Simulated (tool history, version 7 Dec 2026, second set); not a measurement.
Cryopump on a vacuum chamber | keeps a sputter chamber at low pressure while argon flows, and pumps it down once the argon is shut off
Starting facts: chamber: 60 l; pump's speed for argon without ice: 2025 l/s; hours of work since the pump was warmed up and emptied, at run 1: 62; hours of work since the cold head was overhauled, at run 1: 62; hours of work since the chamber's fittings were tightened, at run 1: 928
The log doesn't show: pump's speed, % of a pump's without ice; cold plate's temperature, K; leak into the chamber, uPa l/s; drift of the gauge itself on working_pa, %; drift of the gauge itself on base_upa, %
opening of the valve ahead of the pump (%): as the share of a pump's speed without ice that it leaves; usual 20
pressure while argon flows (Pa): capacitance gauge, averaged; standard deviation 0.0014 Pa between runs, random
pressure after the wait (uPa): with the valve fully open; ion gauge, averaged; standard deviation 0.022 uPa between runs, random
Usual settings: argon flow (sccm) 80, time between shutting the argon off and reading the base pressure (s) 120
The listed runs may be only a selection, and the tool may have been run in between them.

run	day	argon flow (sccm)	time between shutting the argon off and reading the base pressure (s)	opening of the valve ahead of the pump (%)	hours of work since the pump was warmed up and emptied	hours of work since the cold head was overhauled	hours of work since the chamber's fittings were tightened	pressure while argon flows (Pa)	pressure after the wait (uPa)
1	0.000	80	120	20	62	62	928	0.3384	1.27
2	0.412	80	120	20	71	71	936	0.3375	1.32
3	1.108	80	120	20	84	84	950	0.3372	1.34
4	1.717	80	120	20	97	97	962	0.3420	1.32
5	2.300	80	120	20	108	108	974	0.3360	1.31
6	2.796	80	120	20	118	118	984	0.3390	1.34
7	3.604	80	120	20	134	134	1000	0.3422	1.39
8	4.092	80	120	20	144	144	1009	0.3423	1.39
9	4.629	80	120	20	154	154	1020	0.3424	1.44

For run 10, what comes out?
10	5.312	40	64	31	168	168	1034	?	?

{"run 10": {"pressure while argon flows (Pa)": 0.1112, "pressure after the wait (uPa)": 1.84}}
Without the tool's hidden state the same run would have given pressure while argon flows (Pa) 0.1067, pressure after the wait (uPa) 1.04.
